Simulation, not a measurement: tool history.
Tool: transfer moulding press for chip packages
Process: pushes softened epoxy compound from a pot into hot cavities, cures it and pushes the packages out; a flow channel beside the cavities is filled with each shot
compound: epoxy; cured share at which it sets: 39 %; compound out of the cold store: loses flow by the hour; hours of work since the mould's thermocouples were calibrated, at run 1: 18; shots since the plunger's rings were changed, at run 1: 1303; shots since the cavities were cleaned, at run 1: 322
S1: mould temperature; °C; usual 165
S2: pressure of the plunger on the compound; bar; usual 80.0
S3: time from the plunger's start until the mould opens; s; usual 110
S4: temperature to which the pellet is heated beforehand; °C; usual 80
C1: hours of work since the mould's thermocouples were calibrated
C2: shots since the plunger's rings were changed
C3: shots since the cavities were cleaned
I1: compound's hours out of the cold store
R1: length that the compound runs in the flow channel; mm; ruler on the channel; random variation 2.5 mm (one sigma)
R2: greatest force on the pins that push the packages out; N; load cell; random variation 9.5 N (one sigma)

run 1 hour=0.0 | S1=165 S2=80.0 S3=110 S4=80 | C1=18 C2=1303 C3=322 | I1=31.8 | R1=743 R2=435
-- hour=16.7 cavities cleaned with cleaning compound and waxed
run 2 hour=18.2 | S1=165 S2=80.0 S3=110 S4=80 | C1=29 C2=1502 C3=18 | I1=23.0 | R1=770 R2=429
run 3 hour=38.8 | S1=165 S2=80.0 S3=103 S4=80 | C1=43 C2=1747 C3=263 | I1=25.2 | R1=764 R2=486
run 4 hour=56.2 | S1=165 S2=80.0 S3=103 S4=80 | C1=54 C2=1954 C3=470 | I1=29.7 | R1=756 R2=502
-- hour=59.9 cavities cleaned with cleaning compound and waxed
run 5 hour=82.3 | S1=165 S2=91.7 S3=110 S4=80 | C1=70 C2=2247 C3=267 | I1=39.4 | R1=766 R2=428
-- hour=102.8 cavities cleaned with cleaning compound and waxed
run 6 hour=109.6 | S1=165 S2=91.7 S3=110 S4=80 | C1=88 C2=2555 C3=82 | I1=36.0 | R1=783 R2=468
run 7 hour=122.2 | S1=165 S2=91.7 S3=110 S4=80 | C1=96 C2=2705 C3=232 | I1=19.9 | R1=837 R2=454
-- hour=145.6 cavities cleaned with cleaning compound and waxed
run 8 hour=146.9 | S1=165 S2=99.2 S3=110 S4=80 | C1=111 C2=2981 C3=16 | I1=40.0 | R1=797 R2=427
run 9 hour=166.2 | S1=165 S2=99.2 S3=110 S4=80 | C1=124 C2=3211 C3=246 | I1=31.5 | R1=827 R2=406
-- hour=189.0 cavities cleaned with cleaning compound and waxed
run 10 hour=190.8 | S1=169 S2=80.0 S3=110 S4=80 | C1=139 C2=3486 C3=22 | I1=26.3 | R1=740 R2=399
run 11 hour=207.9 | S1=169 S2=80.0 S3=110 S4=80 | C1=151 C2=3689 C3=225 | I1=42.6 | R1=690 R2=388
run 12 hour=221.1 | S1=169 S2=80.0 S3=110 S4=80 | C1=159 C2=3846 C3=382 | I1=13.6 | R1=789 R2=395
-- hour=233.2 cavities cleaned with cleaning compound and waxed
run 13 hour=248.9 | S1=169 S2=80.0 S3=110 S4=80 | C1=177 C2=4159 C3=186 | I1=10.5 | R1=799 R2=388
run 14 hour=262.1 | S1=169 S2=80.0 S3=110 S4=80 | C1=185 C2=4316 C3=343 | I1=37.4 | R1=712 R2=391
-- hour=275.7 cavities cleaned with cleaning compound and waxed
run 15 hour=289.7 | S1=168 S2=70.0 S3=146 S4=88 | C1=203 C2=4627 C3=167 | I1=32.0 | R1=686 R2=357
run 16 hour=310.8 | S1=168 S2=70.0 S3=146 S4=88 | C1=217 C2=4879 C3=419 | I1=17.6 | R1=723 R2=360
-- hour=318.4 cavities cleaned with cleaning compound and waxed
-- hour=327.9 plunger's sealing rings changed
run 17 hour=334.2 | S1=165 S2=81.9 S3=110 S4=80 | C1=230 C2=76 C3=159 | I1=45.6 | R1=710 R2=429
run 18 hour=360.9 | S1=165 S2=81.9 S3=126 S4=80 | C1=247 C2=394 C3=477 | I1=10.9 | R1=819 R2=387
-- hour=363.8 cavities cleaned with cleaning compound and waxed
run 19 hour=385.2 | S1=159 S2=60.8 S3=131 S4=80 | C1=262 C2=665 C3=255 | I1=34.3 | R1=656 R2=463
run 20 hour=401.2 | S1=158 S2=88.9 S3=96 S4=73 | C1=273 C2=856 C3=446 | I1=16.5 | R1=855 R2=1060
-- hour=406.1 cavities cleaned with cleaning compound and waxed
run 21 hour=426.0 | S1=158 S2=88.9 S3=116 S4=75 | C1=288 C2=1133 C3=237 | I1=24.4 | R1=833 R2=649
-- hour=449.3 cavities cleaned with cleaning compound and waxed
run 22 hour=449.6 | S1=172 S2=60.8 S3=116 S4=85 | C1=303 C2=1396 C3=4 | I1=23.4 | R1=653 R2=355
run 23 hour=475.9 | S1=172 S2=60.8 S3=116 S4=85 | C1=320 C2=1709 C3=317 | I1=15.1 | R1=675 R2=363
-- hour=493.7 cavities cleaned with cleaning compound and waxed
run 24 hour=499.6 | S1=172 S2=62.6 S3=110 S4=80 | C1=335 C2=1974 C3=71 | I1=8.6 | R1=705 R2=370
run 25 hour=513.5 | S1=165 S2=83.5 S3=125 S4=80 | C1=344 C2=2139 C3=236 | I1=11.1 | R1=824 R2=404
run 26 hour=534.1 | S1=168 S2=82.6 S3=130 S4=80 | C1=358 C2=2384 C3=481 | I1=44.3 | R1=699 R2=355
-- hour=536.7 cavities cleaned with cleaning compound and waxed
run 27 hour=561.4 | S1=165 S2=80.0 S3=110 S4=72 | C1=375 C2=2692 C3=294 | I1=33.8 | R1=735 R2=446
run 28 hour=574.2 | S1=165 S2=80.0 S3=110 S4=86 | C1=384 C2=2844 C3=446 | I1=35.3 | R1=727 R2=443

Forecast each of these 4 alternatives for the next run:
-- hour=580.0 cavities cleaned with cleaning compound and waxed
run A hour=593.6 | S1=165 S2=68.2 S3=110 S4=86 | C1=395 C2=3057 C3=162 | I1=35.8 | R1=? R2=?
-- hour=580.0 cavities cleaned with cleaning compound and waxed
run B hour=593.6 | S1=165 S2=80.0 S3=95 S4=86 | C1=395 C2=3057 C3=162 | I1=14.9 | R1=? R2=?
-- hour=580.0 cavities cleaned with cleaning compound and waxed
run C hour=593.6 | S1=162 S2=90.5 S3=107 S4=86 | C1=395 C2=3057 C3=162 | I1=25.1 | R1=? R2=?
-- hour=580.0 cavities cleaned with cleaning compound and waxed
run D hour=593.6 | S1=165 S2=60.5 S3=110 S4=86 | C1=395 C2=3057 C3=162 | I1=44.5 | R1=? R2=?

run=A R1=670 R2=427
run=B R1=792 R2=578
run=C R1=820 R2=540
run=D R1=613 R2=430
Without the tool's hidden state the same runs would have given:
run=A R1=670 R2=425
run=B R1=793 R2=575
run=C R1=820 R2=538
run=D R1=614 R2=428
